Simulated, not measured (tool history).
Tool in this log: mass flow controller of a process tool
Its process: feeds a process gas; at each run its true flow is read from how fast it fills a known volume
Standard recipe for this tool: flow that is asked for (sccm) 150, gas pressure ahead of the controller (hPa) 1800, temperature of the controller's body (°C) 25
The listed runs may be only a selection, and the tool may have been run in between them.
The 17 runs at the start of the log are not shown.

run    hour  flow that is asked for (sccm)  gas pressure ahead of the controller (hPa)  temperature of the controller's body (°C)  true flow (%)
 18  1717.8                            150                                        1800                                         25         103.99
 19  1833.2                             66                                        1800                                         25         105.67
 20  1899.8                            150                                        1750                                         25         104.15
 21  1979.5                            150                                        1750                                         25         104.23
 22  2102.8                            150                                        1750                                         25         104.28
 23  2160.4                            453                                        1800                                         25         103.49
 24  2296.3                            453                                        1800                                         25         103.72
 25    2376                            150                                        1800                                         32         103.83
 26  2472.6                             78                                        2240                                         25          105.9
 27  2594.1                            150                                        2010                                         29         104.41
 28  2730.5                            150                                        2010                                         29         104.35
 29  2814.3                             51                                        2280                                         40         106.12
 30  2942.6                             51                                        2290                                         35         106.89
 31    3049                             51                                        2290                                         32         107.41
     3114.4  -- controller's zero set anew
 32  3187.9                            111                                        2030                                         24         103.88
 33  3245.9                            111                                        2030                                         24         103.87
 34  3360.7                             87                                        1490                                         24         103.81
 35  3429.3                            188                                        1900                                         32         103.13
 36  3542.9                            146                                        2420                                         24         104.07
     3626.6  -- controller exchanged for a calibrated one
 37  3643.4                            131                                        1610                                         26          99.75
 38  3768.1                            131                                        1610                                         26           99.9
 39  3855.1                            131                                        1610                                         26          99.84
 40  3942.6                             57                                        2480                                         23         100.89
 41  4026.5                            111                                        2050                                         25         100.27

Forecast each of these 5 alternatives for the next run:
  A  4093.7                            360                                        1530                                         37              ?
  B  4093.7                            150                                        1800                                         23              ?
  C  4093.7                            449                                        2220                                         23              ?
  D  4093.7                            173                                        1900                                         20              ?
  E  4093.7                            245                                        1940                                         31              ?

run  true flow (%)
  A             99
  B         100.33
  C          100.6
  D         100.81
  E          99.73
What these runs would have given with no unlogged condition in the tool:
run  true flow (%)
  A          98.66
  B          99.85
  C         100.28
  D         100.36
  E          99.34
